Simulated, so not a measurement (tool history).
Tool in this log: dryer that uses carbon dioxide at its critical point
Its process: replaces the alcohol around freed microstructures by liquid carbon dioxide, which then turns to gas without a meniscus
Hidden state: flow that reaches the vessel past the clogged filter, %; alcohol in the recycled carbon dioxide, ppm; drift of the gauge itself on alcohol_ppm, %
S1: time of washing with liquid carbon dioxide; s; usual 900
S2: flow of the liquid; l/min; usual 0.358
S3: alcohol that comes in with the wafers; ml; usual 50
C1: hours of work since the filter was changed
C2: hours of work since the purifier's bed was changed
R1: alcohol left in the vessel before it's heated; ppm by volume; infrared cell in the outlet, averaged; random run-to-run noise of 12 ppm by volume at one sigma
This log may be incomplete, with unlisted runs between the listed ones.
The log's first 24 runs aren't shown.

run	hour	S1	S2	S3	C1	C2	R1
25	934.1	900	0.499	50	113	516	282
26	987.2	900	0.499	50	131	534	281
27	1018.7	960	0.495	56	142	545	263
28	1069.4	960	0.228	50	160	562	3706
29	1120.0	600	0.488	50	177	580	1503
30	1153.7	600	0.488	50	189	591	1546
31	1180.4	1200	0.358	50	198	601	407
32	1212.7	780	0.285	24	209	612	1839
33	1264.5	780	0.349	62	227	629	2570
34	1311.7	1140	0.325	48	243	646	755
35	1346.1	1200	0.230	51	255	658	2222
36	1375.3	1320	0.358	57	265	668	366
37	1418.5	1320	0.358	57	280	682	367
38	1445.3	960	0.463	56	289	692	466
39	1472.6	900	0.358	22	298	701	681
40	1524.2	1020	0.277	22	316	719	1048
41	1557.5	1140	0.277	34	328	730	1117
42	1607.6	900	0.358	60	345	748	1788
43	1655.5	900	0.315	50	361	764	2369
# hour 1672.3: inlet filter changed
44	1680.7	540	0.241	115	3	772	21425
45	1722.1	1260	0.285	27	17	787	416

Alternative continuations, all from the tool just after run 45; predict every row:
A	1768.3	1080	0.490	44	33	803	?
B	1768.3	780	0.431	25	33	803	?
C	1768.3	1260	0.285	81	33	803	?
D	1768.3	1140	0.314	31	33	803	?
E	1768.3	1140	0.247	95	33	803	?

run	R1
A	206
B	465
C	953
D	452
E	2751
Without the tool's unlogged condition, the same runs would have read:
run	R1
A	51
B	297
C	756
D	286
E	2475
